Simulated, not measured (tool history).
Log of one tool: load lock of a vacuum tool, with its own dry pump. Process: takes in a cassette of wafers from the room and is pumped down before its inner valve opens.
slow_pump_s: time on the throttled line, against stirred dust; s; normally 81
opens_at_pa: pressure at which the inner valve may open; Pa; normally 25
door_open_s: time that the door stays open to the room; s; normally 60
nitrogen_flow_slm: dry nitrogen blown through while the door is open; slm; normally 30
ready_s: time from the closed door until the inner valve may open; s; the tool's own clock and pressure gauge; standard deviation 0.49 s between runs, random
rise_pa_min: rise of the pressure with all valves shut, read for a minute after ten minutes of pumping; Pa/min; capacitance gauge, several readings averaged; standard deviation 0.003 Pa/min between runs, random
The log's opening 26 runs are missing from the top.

| run | hour | slow_pump_s | opens_at_pa | door_open_s | nitrogen_flow_slm | hours that the pump has run since its overhaul | times that the door has closed on its seal | incoming humidity of the room's air, % | ready_s | rise_pa_min |
|---|---|---|---|---|---|---|---|---|---|---|
| 27 | 9306.8 | 81 | 25 | 60 | 31 | 14846 | 30066 | 46.3 | 119.7 | 0.093 |
| 28 | 9668 | 81 | 25 | 60 | 31 | 15207 | 30704 | 47.9 | 119.1 | 0.099 |
| 29 | 10184.5 | 50 | 25 | 35 | 13 | 15724 | 31618 | 46.8 | 93.4 | 0.101 |
| 30 | 10655.1 | 64 | 23 | 35 | 34 | 16194 | 32450 | 46 | 106.1 | 0.094 |
| 31 | 11000.2 | 81 | 25 | 72 | 34 | 16540 | 33060 | 40.6 | 120.3 | 0.104 |
| 32 | 11447.8 | 81 | 25 | 72 | 34 | 16987 | 33851 | 46.9 | 120.2 | 0.108 |
| 33 | 11928.9 | 61 | 28 | 72 | 34 | 17468 | 34702 | 42.1 | 102.2 | 0.107 |
|  | 12163.6 | dry pump taken out, an overhauled one fitted |
| 34 | 12317.5 | 49 | 25 | 76 | 30 | 154 | 35379 | 44.6 | 86.6 | 0.119 |

Predict each of these 3 candidate next runs independently; none follows another, all start after run 34:
| A | 12657.2 | 139 | 38 | 76 | 30 | 494 | 35979 | 45.4 | ? | ? |
| B | 12657.2 | 49 | 25 | 76 | 17 | 494 | 35979 | 44.4 | ? | ? |
| C | 12657.2 | 49 | 48 | 76 | 30 | 494 | 35979 | 45.1 | ? | ? |

| run | ready_s | rise_pa_min |
|---|---|---|
| A | 162.5 | 0.119 |
| B | 86.6 | 0.125 |
| C | 83.5 | 0.122 |
What these runs would have given with no unlogged condition in the tool:
| run | ready_s | rise_pa_min |
|---|---|---|
| A | 162.4 | 0.02 |
| B | 86.4 | 0.026 |
| C | 83.4 | 0.021 |
